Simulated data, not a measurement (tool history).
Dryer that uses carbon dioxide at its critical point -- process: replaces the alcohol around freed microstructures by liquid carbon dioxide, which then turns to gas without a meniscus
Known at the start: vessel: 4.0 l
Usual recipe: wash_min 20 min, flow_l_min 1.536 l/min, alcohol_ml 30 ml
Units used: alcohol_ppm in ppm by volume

{"run": 1, "hour": 0.0, "wash_min": 20, "flow_l_min": 1.536, "alcohol_ml": 30, "alcohol_ppm": 38}
{"run": 2, "hour": 10.0, "wash_min": 20, "flow_l_min": 1.536, "alcohol_ml": 30, "alcohol_ppm": 40}
{"run": 3, "hour": 18.5, "wash_min": 20, "flow_l_min": 1.536, "alcohol_ml": 44, "alcohol_ppm": 41}
{"run": 4, "hour": 29.2, "wash_min": 20, "flow_l_min": 1.536, "alcohol_ml": 44, "alcohol_ppm": 34}
{"run": 5, "hour": 37.0, "wash_min": 20, "flow_l_min": 1.536, "alcohol_ml": 44, "alcohol_ppm": 37}
{"run": 6, "hour": 47.6, "wash_min": 30, "flow_l_min": 1.536, "alcohol_ml": 30, "alcohol_ppm": 36}
{"run": 7, "hour": 57.5, "wash_min": 20, "flow_l_min": 1.536, "alcohol_ml": 30, "alcohol_ppm": 43}
{"run": 8, "hour": 64.2, "wash_min": 20, "flow_l_min": 1.536, "alcohol_ml": 30, "alcohol_ppm": 44}
{"run": 9, "hour": 70.3, "wash_min": 20, "flow_l_min": 1.536, "alcohol_ml": 30, "alcohol_ppm": 43}
{"run": 10, "hour": 77.8, "wash_min": 20, "flow_l_min": 1.536, "alcohol_ml": 30, "alcohol_ppm": 49}
{"run": 11, "hour": 84.3, "wash_min": 20, "flow_l_min": 1.536, "alcohol_ml": 30, "alcohol_ppm": 36}
{"run": 12, "hour": 92.0, "wash_min": 20, "flow_l_min": 1.536, "alcohol_ml": 30, "alcohol_ppm": 42}
{"run": 13, "hour": 102.4, "wash_min": 20, "flow_l_min": 1.19, "alcohol_ml": 30, "alcohol_ppm": 63}
{"run": 14, "hour": 111.2, "wash_min": 20, "flow_l_min": 1.536, "alcohol_ml": 30, "alcohol_ppm": 47}
{"run": 15, "hour": 118.3, "wash_min": 20, "flow_l_min": 1.536, "alcohol_ml": 30, "alcohol_ppm": 38}
{"run": 16, "hour": 129.6, "wash_min": 20, "flow_l_min": 1.536, "alcohol_ml": 30, "alcohol_ppm": 43}
{"run": 17, "hour": 136.2, "wash_min": 23, "flow_l_min": 1.536, "alcohol_ml": 87, "alcohol_ppm": 46}
{"run": 18, "hour": 141.4, "wash_min": 23, "flow_l_min": 1.13, "alcohol_ml": 87, "alcohol_ppm": 101}
{"run": 19, "hour": 147.7, "wash_min": 23, "flow_l_min": 1.13, "alcohol_ml": 87, "alcohol_ppm": 90}
{"run": 20, "hour": 158.9, "wash_min": 27, "flow_l_min": 0.95, "alcohol_ml": 25, "alcohol_ppm": 59}
{"run": 21, "hour": 166.7, "wash_min": 27, "flow_l_min": 0.95, "alcohol_ml": 25, "alcohol_ppm": 63}
{"run": 22, "hour": 175.2, "wash_min": 30, "flow_l_min": 1.536, "alcohol_ml": 97, "alcohol_ppm": 57}
{"run": 23, "hour": 184.2, "wash_min": 30, "flow_l_min": 1.536, "alcohol_ml": 97, "alcohol_ppm": 52}
{"run": 24, "hour": 193.5, "wash_min": 24, "flow_l_min": 1.536, "alcohol_ml": 30, "alcohol_ppm": 47}
{"run": 25, "hour": 205.3, "wash_min": 27, "flow_l_min": 1.48, "alcohol_ml": 37, "alcohol_ppm": 53}
{"run": 26, "hour": 212.3, "wash_min": 13, "flow_l_min": 2.15, "alcohol_ml": 63, "alcohol_ppm": 73}
{"run": 27, "hour": 219.7, "wash_min": 13, "flow_l_min": 2.37, "alcohol_ml": 22, "alcohol_ppm": 51}
{"run": 28, "hour": 231.2, "wash_min": 13, "flow_l_min": 1.07, "alcohol_ml": 25, "alcohol_ppm": 286}
{"run": 29, "hour": 237.8, "wash_min": 13, "flow_l_min": 1.07, "alcohol_ml": 25, "alcohol_ppm": 291}
{"run": 30, "hour": 244.0, "wash_min": 30, "flow_l_min": 1.92, "alcohol_ml": 44, "alcohol_ppm": 58}
{"run": 31, "hour": 253.3, "wash_min": 30, "flow_l_min": 1.92, "alcohol_ml": 44, "alcohol_ppm": 54}

How would selected steps in alcohol_ppm from run to run divide? Give the signed amount a tool lacking its hidden state would still show from settings, what came in and random variation, and the signed amount left for the hidden state, including any gauge scatter that is not in both of the compared results.
Hidden state at play: flow that reaches the vessel past the clogged filter, %; alcohol in the recycled carbon dioxide, ppm; drift of the gauge itself on alcohol_ppm, %.
Run 17 -> 18: flow_l_min 1.536 -> 1.13. alcohol_ppm +55 ppm by volume: hidden state +9, all else +46.
Run 25 -> 26: wash_min 27 -> 13, flow_l_min 1.48 -> 2.15, alcohol_ml 37 -> 63. alcohol_ppm +20 ppm by volume: hidden state +10, all else +10.
Run 27 -> 28: flow_l_min 2.37 -> 1.07, alcohol_ml 22 -> 25. alcohol_ppm +235 ppm by volume: hidden state +45, all else +190.
Run 29 -> 30: wash_min 13 -> 30, flow_l_min 1.07 -> 1.92, alcohol_ml 25 -> 44. alcohol_ppm -233 ppm by volume: hidden state -45, all else -188.
